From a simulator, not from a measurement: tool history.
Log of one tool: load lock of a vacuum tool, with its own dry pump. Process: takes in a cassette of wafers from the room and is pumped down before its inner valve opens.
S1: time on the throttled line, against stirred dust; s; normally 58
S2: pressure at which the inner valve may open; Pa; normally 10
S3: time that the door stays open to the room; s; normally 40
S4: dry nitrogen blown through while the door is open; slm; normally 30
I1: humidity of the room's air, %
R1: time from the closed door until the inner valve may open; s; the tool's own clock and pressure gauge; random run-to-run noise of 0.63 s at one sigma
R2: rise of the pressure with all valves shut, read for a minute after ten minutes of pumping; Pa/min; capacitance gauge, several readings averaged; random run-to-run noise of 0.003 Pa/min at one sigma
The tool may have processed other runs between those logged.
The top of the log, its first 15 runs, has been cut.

Run 16, hour 1683.1: usual settings but S1 42 s, S2 16 Pa; I1 48.9. Result: R1 76.4 s, R2 0.023 Pa/min.
Run 17, hour 1817.1: usual settings but S1 42 s, S2 16 Pa; I1 42.7. Result: R1 76.4 s, R2 0.028 Pa/min.
Run 18, hour 1911.9: usual settings but S4 41 slm; I1 42.5. Result: R1 92.5 s, R2 0.017 Pa/min.
Run 19, hour 2079.2: usual settings but S4 41 slm; I1 42.2. Result: R1 91.4 s, R2 0.024 Pa/min.
Run 20, hour 2152.8: usual settings but S3 136 s, S4 41 slm; I1 48.3. Result: R1 91.5 s, R2 0.038 Pa/min.
Run 21, hour 2274.5: usual settings but S3 136 s, S4 41 slm; I1 41.7. Result: R1 90.9 s, R2 0.035 Pa/min.
Run 22, hour 2361.2: usual settings but S1 116 s, S2 18 Pa, S3 217 s; I1 44.6. Result: R1 137.4 s, R2 0.044 Pa/min.
Run 23, hour 2489.8: usual settings but S2 16 Pa, S4 15 slm; I1 43.3. Result: R1 89.6 s, R2 0.036 Pa/min.
Run 24, hour 2643.5: usual settings but S2 16 Pa, S4 15 slm; I1 45.3. Result: R1 89.5 s, R2 0.033 Pa/min.
Run 25, hour 2794.6: usual settings but S2 16 Pa, S4 15 slm; I1 43.7. Result: R1 88.7 s, R2 0.030 Pa/min.
Run 26, hour 2920.5: usual settings but S2 16 Pa, S4 15 slm; I1 43.7. Result: R1 88.9 s, R2 0.033 Pa/min.
Run 27, hour 3046.7: usual settings but S1 50 s, S2 11 Pa, S3 45 s, S4 28 slm; I1 45.1. Result: R1 83.8 s, R2 0.027 Pa/min.
Run 28, hour 3177.7: usual settings but S1 50 s, S2 11 Pa, S3 45 s, S4 28 slm; I1 44.7. Result: R1 83.8 s, R2 0.023 Pa/min.
Run 29, hour 3318.8: usual settings but S1 50 s, S2 11 Pa, S3 45 s, S4 7 slm; I1 43.4. Result: R1 83.9 s, R2 0.038 Pa/min.
Run 30, hour 3412.2: usual settings but S1 29 s, S3 115 s, S4 6 slm; I1 43.4. Result: R1 66.3 s, R2 0.053 Pa/min.
Run 31, hour 3569.8: usual settings but S1 29 s, S4 6 slm; I1 45.0. Result: R1 65.9 s, R2 0.037 Pa/min.
Run 32, hour 3674.2: usual settings but S1 111 s, S2 13 Pa; I1 45.5. Result: R1 136.4 s, R2 0.025 Pa/min.
Run 33, hour 3796.0: usual settings but S1 44 s, S2 8 Pa, S3 46 s, S4 5 slm; I1 43.2. Result: R1 81.1 s, R2 0.036 Pa/min.
Run 34, hour 3946.1: usual settings but S2 9 Pa, S4 7 slm; I1 45.1. Result: R1 91.3 s, R2 0.038 Pa/min.
Run 35, hour 4101.6: usual settings but S2 9 Pa, S3 37 s, S4 10 slm; I1 46.5. Result: R1 92.7 s, R2 0.039 Pa/min.
Run 36, hour 4262.2: usual settings but S1 67 s, S3 115 s, S4 10 slm; I1 47.5. Result: R1 99.7 s, R2 0.056 Pa/min.
Run 37, hour 4391.8: usual settings but S1 67 s, S3 123 s, S4 10 slm; I1 48.3. Result: R1 99.2 s, R2 0.053 Pa/min.

What if the next run were any one of these 3? Each begins from the tool's condition after run 37:
Run A, hour 4508.9: usual settings but S1 96 s, S2 18 Pa, S3 189 s, S4 10 slm; I1 41.1. Result: R1 ?, R2 ?.
Run B, hour 4508.9: usual settings but S1 82 s, S2 11 Pa, S3 123 s, S4 10 slm; I1 44.8. Result: R1 ?, R2 ?.
Run C, hour 4508.9: usual settings but S1 78 s, S3 172 s, S4 7 slm; I1 41.3. Result: R1 ?, R2 ?.

run     R1     R2
  A  121.3  0.058
  B  112.0  0.051
  C  109.1  0.056
With no hidden state in the tool, these same runs would have given:
run     R1     R2
  A  121.2  0.058
  B  112.0  0.051
  C  109.1  0.056
